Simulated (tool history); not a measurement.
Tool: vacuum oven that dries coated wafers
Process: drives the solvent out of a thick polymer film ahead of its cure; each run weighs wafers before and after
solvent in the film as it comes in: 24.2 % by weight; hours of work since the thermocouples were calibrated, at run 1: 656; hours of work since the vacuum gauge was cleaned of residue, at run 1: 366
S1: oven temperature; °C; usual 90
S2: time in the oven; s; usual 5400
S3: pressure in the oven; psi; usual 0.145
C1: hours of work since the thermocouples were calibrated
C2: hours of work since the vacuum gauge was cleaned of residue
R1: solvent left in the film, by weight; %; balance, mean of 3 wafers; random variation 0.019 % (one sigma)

Run 1, hour 0: usual settings; C1 656; C2 366. Result: R1 2.95 %.
Run 2, hour 15: usual settings but S2 5580 s; C1 664; C2 374. Result: R1 2.83 %.
Run 3, hour 36.2: usual settings; C1 675; C2 385. Result: R1 2.93 %.
Run 4, hour 58.5: usual settings but S2 3480 s; C1 687; C2 397. Result: R1 5.15 %.
Run 5, hour 69.7: usual settings but S2 3480 s; C1 692; C2 403. Result: R1 5.08 %.
Run 6, hour 81.6: usual settings but S3 0.225 psi; C1 699; C2 409. Result: R1 3.67 %.
Run 7, hour 103.2: usual settings but S3 0.12 psi; C1 710; C2 420. Result: R1 2.72 %.
Run 8, hour 125.4: usual settings but S3 0.12 psi; C1 722; C2 432. Result: R1 2.71 %.
Run 9, hour 144.2: usual settings but S1 79 °C, S3 0.12 psi; C1 731; C2 442. Result: R1 6.69 %.
Run 10, hour 155.2: usual settings but S1 79 °C, S3 0.136 psi; C1 737; C2 447. Result: R1 6.87 %.
Run 11, hour 173.6: usual settings but S1 75 °C, S3 0.136 psi; C1 747; C2 457. Result: R1 8.67 %.
Run 12, hour 185.2: usual settings but S1 75 °C, S3 0.136 psi; C1 753; C2 463. Result: R1 8.72 %.
Run 13, hour 202.4: usual settings but S2 7980 s; C1 762; C2 472. Result: R1 1.93 %.
Run 14, hour 211.9: usual settings but S2 7980 s; C1 767; C2 477. Result: R1 1.91 %.
Run 15, hour 230.7: usual settings but S2 7980 s; C1 777; C2 487. Result: R1 1.88 %.
Run 16, hour 245.3: usual settings but S2 7980 s; C1 784; C2 495. Result: R1 1.87 %.
Run 17, hour 255.8: usual settings but S2 7980 s; C1 790; C2 500. Result: R1 1.9 %.
Run 18, hour 274.5: usual settings but S1 87 °C; C1 799; C2 510. Result: R1 3.79 %.
Run 19, hour 285.6: usual settings; C1 805; C2 516. Result: R1 2.94 %.
Run 20, hour 300.7: usual settings but S2 3420 s; C1 813; C2 523. Result: R1 5.13 %.
Run 21, hour 310: usual settings but S3 0.21 psi; C1 818; C2 528. Result: R1 3.51 %.
Run 22, hour 326.2: usual settings but S3 0.21 psi; C1 826; C2 537. Result: R1 3.58 %.
Run 23, hour 347.3: usual settings but S1 89 °C, S3 0.21 psi; C1 837; C2 548. Result: R1 3.76 %.
Run 24, hour 357.1: usual settings but S3 0.292 psi; C1 842; C2 553. Result: R1 4.29 %.
Run 25, hour 377.8: usual settings but S1 77 °C, S2 3120 s, S3 0.136 psi; C1 853; C2 564. Result: R1 11.3 %.
Run 26, hour 388.2: usual settings but S1 80 °C, S3 0.238 psi; C1 859; C2 569. Result: R1 7.55 %.
Run 27, hour 403.7: usual settings but S1 92 °C, S2 3480 s, S3 0.318 psi; C1 867; C2 577. Result: R1 5.68 %.
Run 28, hour 421.9: usual settings but S1 103 °C, S3 0.116 psi; C1 876; C2 587. Result: R1 0.85 %.
Run 29, hour 437.2: usual settings but S1 98 °C, S2 8220 s, S3 0.2 psi; C1 884; C2 595. Result: R1 1.55 %.
Run 30, hour 453.7: usual settings but S1 98 °C, S2 8220 s, S3 0.2 psi; C1 893; C2 603. Result: R1 1.56 %.
Run 31, hour 476.7: usual settings but S1 81 °C, S2 9120 s, S3 0.302 psi; C1 905; C2 615. Result: R1 5.51 %.
Run 32, hour 489.6: usual settings but S1 82 °C, S2 7620 s, S3 0.302 psi; C1 912; C2 622. Result: R1 5.83 %.
Run 33, hour 503.6: usual settings but S2 5700 s, S3 0.252 psi; C1 919; C2 629. Result: R1 3.74 %.
Run 34, hour 521.2: usual settings but S2 3180 s, S3 0.354 psi; C1 928; C2 639. Result: R1 7.24 %.

The next listed run, before its measurement:
Run 35, hour 542: usual settings but S1 95 °C, S2 9480 s, S3 0.325 psi; C1 939; C2 649. Result: R1 ?.

Run 35 gave R1 2.73 %.
Without the tool's hidden state the same run would have given R1 2.76 %.
